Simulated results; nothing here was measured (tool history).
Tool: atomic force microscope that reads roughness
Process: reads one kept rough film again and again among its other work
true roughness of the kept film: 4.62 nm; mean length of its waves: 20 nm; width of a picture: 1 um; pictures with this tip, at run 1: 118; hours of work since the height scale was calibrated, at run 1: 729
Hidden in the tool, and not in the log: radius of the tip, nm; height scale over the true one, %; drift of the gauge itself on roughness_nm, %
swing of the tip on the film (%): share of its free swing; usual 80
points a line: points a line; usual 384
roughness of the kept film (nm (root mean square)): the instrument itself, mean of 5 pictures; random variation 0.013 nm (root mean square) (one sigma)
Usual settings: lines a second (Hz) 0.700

run	hour	lines a second (Hz)	swing of the tip on the film (%)	points a line	pictures with this tip	hours of work since the height scale was calibrated	roughness of the kept film (nm (root mean square))
1	0.0	0.700	80	384	118	729	2.368
# hour 52.8: new tip fitted
2	61.6	0.700	80	384	14	764	3.035
3	97.1	0.700	80	384	67	785	2.625
4	148.8	0.700	80	384	145	814	2.246
5	178.5	0.700	80	384	190	831	2.052
# hour 183.2: new tip fitted
6	218.1	0.700	80	384	53	854	2.672
7	244.5	0.700	80	384	93	869	2.440
8	270.5	0.700	80	384	132	884	2.256
# hour 314.2: new tip fitted
9	316.6	0.700	80	384	4	910	3.090
# hour 320.5: height scale calibrated on a step standard
10	368.0	0.591	80	384	80	27	2.575
11	394.0	0.591	80	384	119	42	2.309
12	425.4	0.696	80	384	166	60	2.102
# hour 446.1: new tip fitted
13	453.7	0.700	85	576	11	76	3.046
# hour 465.7: height scale calibrated on a step standard, once more
14	507.3	0.700	85	576	91	24	2.510
15	557.4	1.153	70	576	166	53	2.176
# hour 578.1: new tip fitted
16	601.6	1.153	70	576	35	78	2.894
17	633.7	0.824	67	576	84	96	2.614
18	695.0	0.685	80	520	176	132	2.118
# hour 709.7: new tip fitted
19	749.3	0.685	80	520	60	163	2.723
20	795.2	2.766	73	710	129	189	2.104
21	835.5	2.227	80	639	190	212	1.773

Measured less the same run without the tool's hidden state. The same run-to-run variation is in both; the gauge's scatter may not be:
run	roughness of the kept film (nm (root mean square))
1	-0.829
2	-0.137
3	-0.556
4	-0.961
5	-1.163
6	-0.518
7	-0.733
8	-0.928
9	-0.107
10	-0.679
11	-0.912
12	-1.108
13	-0.100
14	-0.655
15	-1.056
16	-0.325
17	-0.696
18	-1.115
19	-0.481
20	-0.771
21	-0.994
